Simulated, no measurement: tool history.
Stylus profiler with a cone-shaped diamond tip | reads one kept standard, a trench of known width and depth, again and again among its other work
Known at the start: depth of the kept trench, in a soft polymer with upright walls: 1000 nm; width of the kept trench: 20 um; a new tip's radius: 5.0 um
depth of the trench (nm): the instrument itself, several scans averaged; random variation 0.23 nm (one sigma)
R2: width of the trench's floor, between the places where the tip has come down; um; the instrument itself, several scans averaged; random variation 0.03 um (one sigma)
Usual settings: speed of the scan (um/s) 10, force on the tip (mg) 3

{"run": 1, "hour": 0.0, "speed of the scan (um/s)": 10, "force on the tip (mg)": 3, "depth of the trench (nm)": 1009.75, "R2": 11.76}
{"run": 2, "hour": 31.7, "speed of the scan (um/s)": 10, "force on the tip (mg)": 4.08, "depth of the trench (nm)": 1012.68, "R2": 11.82}
{"run": 3, "hour": 84.4, "speed of the scan (um/s)": 10, "force on the tip (mg)": 4.08, "depth of the trench (nm)": 1012.84, "R2": 11.75}
{"run": 4, "hour": 127.7, "speed of the scan (um/s)": 10, "force on the tip (mg)": 7.27, "depth of the trench (nm)": 1021.64, "R2": 11.76}
{"run": 5, "hour": 179.3, "speed of the scan (um/s)": 10, "force on the tip (mg)": 7.27, "depth of the trench (nm)": 1022.01, "R2": 11.64}
{"run": 6, "hour": 241.0, "speed of the scan (um/s)": 10, "force on the tip (mg)": 7.27, "depth of the trench (nm)": 1021.69, "R2": 11.65}
{"run": 7, "hour": 310.7, "speed of the scan (um/s)": 15, "force on the tip (mg)": 3, "depth of the trench (nm)": 1009.19, "R2": 11.53}
{"hour": 314.8, "done": "height scale calibrated on a step standard"}
{"run": 8, "hour": 345.7, "speed of the scan (um/s)": 15, "force on the tip (mg)": 3, "depth of the trench (nm)": 1006.31, "R2": 11.52}
{"run": 9, "hour": 420.1, "speed of the scan (um/s)": 10, "force on the tip (mg)": 2.24, "depth of the trench (nm)": 1003.41, "R2": 11.47}
{"run": 10, "hour": 494.6, "speed of the scan (um/s)": 3, "force on the tip (mg)": 2.24, "depth of the trench (nm)": 1003.33, "R2": 11.47}

Forecast each of these 3 alternatives for the next run:
{"run": "A", "hour": 558.7, "speed of the scan (um/s)": 6, "force on the tip (mg)": 5.32, "depth of the trench (nm)": "?", "R2": "?"}
{"run": "B", "hour": 558.7, "speed of the scan (um/s)": 12, "force on the tip (mg)": 1.46, "depth of the trench (nm)": "?", "R2": "?"}
{"run": "C", "hour": 558.7, "speed of the scan (um/s)": 4, "force on the tip (mg)": 5.16, "depth of the trench (nm)": "?", "R2": "?"}

run=A depth_of_the_trench_(nm)=1012.72 R2=11.45
run=B depth_of_the_trench_(nm)=999.56 R2=11.37
run=C depth_of_the_trench_(nm)=1012.79 R2=11.42
Without the tool's hidden state the same runs would have given:
run=A depth_of_the_trench_(nm)=1022.59 R2=14
run=B depth_of_the_trench_(nm)=1009.29 R2=13.92
run=C depth_of_the_trench_(nm)=1022.65 R2=13.96
